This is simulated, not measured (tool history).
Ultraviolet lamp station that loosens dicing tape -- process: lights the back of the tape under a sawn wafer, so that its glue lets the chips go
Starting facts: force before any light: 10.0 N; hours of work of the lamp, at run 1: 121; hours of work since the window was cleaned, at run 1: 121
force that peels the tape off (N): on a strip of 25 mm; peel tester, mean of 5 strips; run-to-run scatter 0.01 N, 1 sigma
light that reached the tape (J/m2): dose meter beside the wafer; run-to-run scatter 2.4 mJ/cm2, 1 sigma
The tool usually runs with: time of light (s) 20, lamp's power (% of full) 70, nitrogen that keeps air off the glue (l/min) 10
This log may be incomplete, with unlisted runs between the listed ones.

run,hour,time of light (s),lamp's power (% of full),nitrogen that keeps air off the glue (l/min),hours of work of the lamp,hours of work since the window was cleaned,force that peels the tape off (N),light that reached the tape (J/m2)
1,0,20,70,10,121,121,0.539,2360
2,60.2,20,61,10,156,156,0.76,2020
3,130.2,20,61,10,197,197,0.815,1960
4,180.2,20,70,10,227,227,0.636,2200
5,271.1,20,70,3,280,280,1.486,2130
6,316,20,70,3,307,307,1.507,2100
7,374,14,70,3,341,341,2.671,1420
# hour 382.9: window cleaned of glue's vapour
8,448.5,20,70,10,384,39,0.907,1860
# hour 520: window cleaned of glue's vapour, once more
9,536.5,20,70,10,436,10,0.609,2260
10,593.1,20,70,10,469,43,0.667,2160
11,633.7,20,70,10,493,67,0.67,2150
12,709.1,20,70,10,537,111,0.722,2080
13,758.4,20,70,10,566,140,0.763,2070
14,825.5,36,70,5,606,180,0.37,3560
15,867.5,36,70,5,631,205,0.372,3490
16,923.8,16,61,10,664,238,1.775,1310
17,989.3,16,61,10,702,276,1.884,1260
18,1040.4,36,71,14,732,306,0.249,3280
19,1079.7,36,71,14,756,329,0.259,3200
20,1138.7,11,71,8,790,364,3.021,990
# hour 1184.1: window cleaned of glue's vapour
21,1189.5,11,99,8,820,3,1.579,1510
22,1249.7,11,99,8,855,39,1.662,1460
23,1327.4,20,63,7,901,84,1.495,1640
24,1400.9,20,63,7,944,128,1.5,1620

4 options for the next run, each taken on its own from the tool as it stands now. Forecast them:
A,1471.1,14,66,4,986,169,?,?
B,1471.1,34,97,10,986,169,?,?
C,1471.1,35,70,6,986,169,?,?
D,1471.1,21,65,6,986,169,?,?

run,force that peels the tape off (N),light that reached the tape (J/m2)
A,3.229,1180
B,0.22,4060
C,0.47,3040
D,1.506,1690
The same runs, with their run-to-run variation unchanged, on a tool lacking any hidden condition would have given:
run,force that peels the tape off (N),light that reached the tape (J/m2)
A,1.806,1790
B,0.185,6230
C,0.223,4660
D,0.632,2580
